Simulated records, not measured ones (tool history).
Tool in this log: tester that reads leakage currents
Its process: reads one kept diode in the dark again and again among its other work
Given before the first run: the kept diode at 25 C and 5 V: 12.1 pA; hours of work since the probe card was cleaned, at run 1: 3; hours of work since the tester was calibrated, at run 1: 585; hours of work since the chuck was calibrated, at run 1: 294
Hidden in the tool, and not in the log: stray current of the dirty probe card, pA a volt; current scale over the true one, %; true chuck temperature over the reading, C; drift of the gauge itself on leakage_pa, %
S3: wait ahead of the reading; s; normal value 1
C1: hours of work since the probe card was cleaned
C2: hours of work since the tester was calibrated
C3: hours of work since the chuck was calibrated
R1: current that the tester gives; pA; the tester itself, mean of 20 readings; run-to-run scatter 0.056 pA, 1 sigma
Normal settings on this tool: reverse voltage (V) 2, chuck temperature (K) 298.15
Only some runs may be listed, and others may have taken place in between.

Run 1, hour 0: usual settings; C1 3; C2 585; C3 294. Result: R1 8.62 pA.
Run 2, hour 137: usual settings; C1 94; C2 676; C3 385. Result: R1 8.86 pA.
Run 3, hour 352.8: usual settings; C1 238; C2 821; C3 529. Result: R1 9.14 pA.
Run 4, hour 512.1: usual settings; C1 345; C2 927; C3 636. Result: R1 9.5 pA.
Run 5, hour 714.1: usual settings; C1 480; C2 1062; C3 771. Result: R1 9.79 pA.
Run 6, hour 965.7: usual settings but reverse voltage (V) 6.33; C1 648; C2 1230; C3 939. Result: R1 19.75 pA.
Run 7, hour 1244.7: usual settings but reverse voltage (V) 6.33; C1 834; C2 1416; C3 1125. Result: R1 20.86 pA.
At hour 1321.4: chuck's temperature calibrated.
Run 8, hour 1373.3: usual settings but reverse voltage (V) 6.33; C1 919; C2 1501; C3 35. Result: R1 19.58 pA.
Run 9, hour 1592.7: usual settings; C1 1065; C2 1648; C3 181. Result: R1 9.9 pA.
Run 10, hour 1755.7: usual settings; C1 1174; C2 1757; C3 290. Result: R1 10.12 pA.
Run 11, hour 1992.2: usual settings; C1 1332; C2 1915; C3 448. Result: R1 10.63 pA.
Run 12, hour 2265.7: usual settings but reverse voltage (V) 7.03; C1 1515; C2 2097; C3 631. Result: R1 24.49 pA.
Run 13, hour 2433.9: usual settings but reverse voltage (V) 7.03; C1 1627; C2 2210; C3 743. Result: R1 25.33 pA.
Run 14, hour 2563: usual settings but reverse voltage (V) 7.03; C1 1714; C2 2296; C3 829. Result: R1 25.73 pA.
At hour 2684.9: tester calibrated.
Run 15, hour 2784.9: usual settings but reverse voltage (V) 7.03; C1 1860; C2 67; C3 976. Result: R1 26.4 pA.
Run 16, hour 3058.6: usual settings but reverse voltage (V) 7.03; C1 2043; C2 250; C3 1159. Result: R1 27.57 pA.
At hour 3082.7: chuck's temperature calibrated.
Run 17, hour 3264.5: usual settings but reverse voltage (V) 7.03; C1 2180; C2 386; C3 121. Result: R1 26.26 pA.
Run 18, hour 3562.6: usual settings; C1 2379; C2 585; C3 321. Result: R1 11.73 pA.
Run 19, hour 3848.1: usual settings; C1 2569; C2 776; C3 511. Result: R1 12.13 pA.
At hour 3930.2: probe card cleaned and baked.
Run 20, hour 4052.2: usual settings but reverse voltage (V) 16.39, chuck temperature (K) 333.15, S3 0.5 s; C1 81; C2 910; C3 646. Result: R1 323 pA.
Run 21, hour 4213.5: usual settings but reverse voltage (V) 8.24, chuck temperature (K) 296.15, S3 3.29 s; C1 189; C2 1018; C3 753. Result: R1 16.14 pA.
Run 22, hour 4439.7: usual settings but reverse voltage (V) 8.24, chuck temperature (K) 293.15, S3 3.44 s; C1 340; C2 1169; C3 905. Result: R1 13.86 pA.
Run 23, hour 4679.6: usual settings but reverse voltage (V) 10.05, S3 8.51 s; C1 501; C2 1329; C3 1065. Result: R1 22.87 pA.
At hour 4832.9: chuck's temperature calibrated.
Run 24, hour 4878.6: usual settings but reverse voltage (V) 2.81, chuck temperature (K) 331.15, S3 0.51 s; C1 632; C2 1461; C3 30. Result: R1 112.56 pA.
Run 25, hour 5122.6: usual settings but reverse voltage (V) 2.35, chuck temperature (K) 297.15, S3 1.82 s; C1 795; C2 1624; C3 193. Result: R1 9.6 pA.
Run 26, hour 5374.8: usual settings but reverse voltage (V) 2.35, chuck temperature (K) 294.15, S3 1.82 s; C1 964; C2 1792; C3 362. Result: R1 8.22 pA.
Run 27, hour 5661.4: usual settings but reverse voltage (V) 2.35, chuck temperature (K) 294.15, S3 1.82 s; C1 1155; C2 1984; C3 553. Result: R1 8.57 pA.
Run 28, hour 5837.9: usual settings but reverse voltage (V) 1.12, chuck temperature (K) 327.15, S3 1.82 s; C1 1273; C2 2102; C3 671. Result: R1 58.67 pA.
Run 29, hour 5976.5: usual settings but reverse voltage (V) 3.85, chuck temperature (K) 320.15, S3 1.82 s; C1 1366; C2 2194; C3 764. Result: R1 68.56 pA.
Run 30, hour 6127.1: usual settings but reverse voltage (V) 3.85, chuck temperature (K) 320.15, S3 1.82 s; C1 1466; C2 2295; C3 865. Result: R1 69.47 pA.
At hour 6232.7: tester calibrated.
Run 31, hour 6315.2: usual settings but reverse voltage (V) 3.85, chuck temperature (K) 320.15, S3 1.82 s; C1 1591; C2 55; C3 989. Result: R1 69.7 pA.
Run 32, hour 6559.1: usual settings but S3 2.35 s; C1 1754; C2 218; C3 1152. Result: R1 11.38 pA.
At hour 6584.3: chuck's temperature calibrated.
Run 33, hour 6768: usual settings but reverse voltage (V) 8.54, chuck temperature (K) 297.15, S3 0.48 s; C1 1892; C2 356; C3 123. Result: R1 30.14 pA.
Run 34, hour 6905.7: usual settings but chuck temperature (K) 302.15; C1 1984; C2 448; C3 215. Result: R1 14.12 pA.
Run 35, hour 7121.9: usual settings but reverse voltage (V) 1.22, chuck temperature (K) 330.15; C1 2128; C2 593; C3 359. Result: R1 72.45 pA.
Run 36, hour 7318.9: usual settings but reverse voltage (V) 10.65, chuck temperature (K) 330.15, S3 0.41 s; C1 2260; C2 724; C3 491. Result: R1 225.27 pA.
Run 37, hour 7522.2: usual settings but reverse voltage (V) 10.65, chuck temperature (K) 330.15, S3 0.41 s; C1 2396; C2 860; C3 627. Result: R1 230.35 pA.

Predict each of these 4 candidate next runs independently; none follows another, all start after run 37:
Run A, hour 7644.5: usual settings but reverse voltage (V) 10.65, chuck temperature (K) 318.15, S3 0.41 s; C1 2477; C2 942; C3 708. Result: R1 ?.
Run B, hour 7644.5: usual settings but reverse voltage (V) 1.05, chuck temperature (K) 332.15, S3 0.41 s; C1 2477; C2 942; C3 708. Result: R1 ?.
Run C, hour 7644.5: usual settings but reverse voltage (V) 3.65, chuck temperature (K) 326.15, S3 1.13 s; C1 2477; C2 942; C3 708. Result: R1 ?.
Run D, hour 7644.5: usual settings but reverse voltage (V) 10.65, chuck temperature (K) 306.15, S3 0.42 s; C1 2477; C2 942; C3 708. Result: R1 ?.

run      R1
  A  114.13
  B   79.73
  C  100.51
  D   60.62
Take away the tool's hidden state, keep each run's random variation, and the runs would have read:
run     R1
  A   91.8
  B  73.26
  C  88.84
  D  41.77
